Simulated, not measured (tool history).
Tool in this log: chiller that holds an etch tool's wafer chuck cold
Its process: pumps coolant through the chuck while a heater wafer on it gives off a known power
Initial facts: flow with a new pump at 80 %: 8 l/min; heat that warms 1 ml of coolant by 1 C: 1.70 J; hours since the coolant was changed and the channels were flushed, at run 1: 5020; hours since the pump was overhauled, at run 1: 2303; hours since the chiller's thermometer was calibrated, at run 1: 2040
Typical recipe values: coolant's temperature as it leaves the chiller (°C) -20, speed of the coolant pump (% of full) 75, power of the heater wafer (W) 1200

run,day,coolant's temperature as it leaves the chiller (°C),speed of the coolant pump (% of full),power of the heater wafer (W),hours since the coolant was changed and the channels were flushed,hours since the pump was overhauled,hours since the chiller's thermometer was calibrated,chuck's temperature once it has settled (°C),how much warmer the coolant comes back (C)
1,0.000,-20,75,1200,5020,2303,2040,-4.1,5.82
2,1.733,-20,75,1200,5062,2345,2082,-4.0,5.80
3,3.812,-20,75,1200,5112,2395,2132,-4.1,5.90
4,5.396,-20,75,1200,5150,2433,2170,-4.0,5.88
5,7.958,-14,75,1200,5211,2494,2231,2.1,5.84
6,10.171,-20,65,1200,5264,2547,2284,-2.4,6.78
7,13.129,-20,65,1200,5335,2618,2355,-2.4,6.76
8,14.471,-20,65,1200,5367,2651,2387,-2.4,6.73
9,15.988,-20,75,1022,5404,2687,2424,-6.2,4.98
10,18.054,-20,75,1022,5453,2737,2473,-6.2,5.02
11,20.708,-20,75,1022,5517,2800,2537,-6.3,5.01
12,22.033,-20,75,1022,5549,2832,2569,-6.4,5.01
13,24.383,-20,75,1022,5605,2888,2625,-6.0,4.98
14,26.892,-20,75,1022,5665,2949,2685,-6.1,4.92
15,28.792,-20,97,1200,5711,2994,2731,-6.4,4.51
16,31.362,-20,97,1200,5773,3056,2793,-6.5,4.57
17,34.312,-20,76,1200,5844,3127,2864,-3.8,5.82
18,36.692,-30,76,1200,5901,3184,2921,-13.9,5.88
19,38.854,-30,76,748,5953,3236,2973,-19.8,3.66
20,40.729,-16,78,1263,5998,3281,3018,0.9,5.92
21,43.792,-20,72,1200,6071,3354,3091,-3.2,6.16
22,45.558,-10,75,1200,6113,3397,3133,6.3,5.83
# day 46.004: coolant pump overhauled
23,48.075,-20,68,1316,6169,50,3189,-0.7,7.20
24,51.329,-19,75,1200,6247,128,3267,-2.5,5.98
25,54.479,-11,86,1200,6323,203,3343,4.2,5.25
26,57.125,-11,86,1200,6386,267,3406,4.0,5.27
27,58.517,-22,86,1563,6420,300,3440,-2.3,6.75
# day 61.012: coolant pump overhauled, once more
28,61.067,-19,99,719,6476,1,3496,-10.8,2.55
29,62.438,-17,95,1585,6509,34,3529,1.1,5.88
30,64.804,-22,75,1542,6565,91,3585,-1.5,7.26
31,67.779,-30,89,1069,6637,162,3657,-17.4,4.26
32,70.462,-30,89,1069,6701,227,3721,-17.2,4.26

Below, some changes in chuck's temperature once it has settled (°C) between adjacent runs. For each, the amount present without the hidden state too (settings, incoming material, random variation) and the amount remaining for the hidden state with gauge scatter not shared by both compared results:
What the log doesn't record here: heat passed by the chuck's channels, % of clean ones'; flow at a given pump speed, % of a new pump's; coolant's true temperature over the reading, C; drift of the gauge itself on chuck_c, C; drift of the gauge itself on warmer_back_c, C.
Run 19 -> 20: coolant's temperature as it leaves the chiller (°C) -30 -> -16, speed of the coolant pump (% of full) 76 -> 78, power of the heater wafer (W) 748 -> 1263. chuck's temperature once it has settled (°C) +20.7: hidden state +0.7, all else +20.0.
Run 27 -> 28: coolant's temperature as it leaves the chiller (°C) -22 -> -19, speed of the coolant pump (% of full) 86 -> 99, power of the heater wafer (W) 1563 -> 719, coolant pump overhauled, once more. chuck's temperature once it has settled (°C) -8.5: hidden state -1.7, all else -6.8.
Run 28 -> 29: coolant's temperature as it leaves the chiller (°C) -19 -> -17, speed of the coolant pump (% of full) 99 -> 95, power of the heater wafer (W) 719 -> 1585. chuck's temperature once it has settled (°C) +11.9: hidden state +0.9, all else +11.0.
Run 30 -> 31: coolant's temperature as it leaves the chiller (°C) -22 -> -30, speed of the coolant pump (% of full) 75 -> 89, power of the heater wafer (W) 1542 -> 1069. chuck's temperature once it has settled (°C) -15.9: hidden state -0.7, all else -15.2.
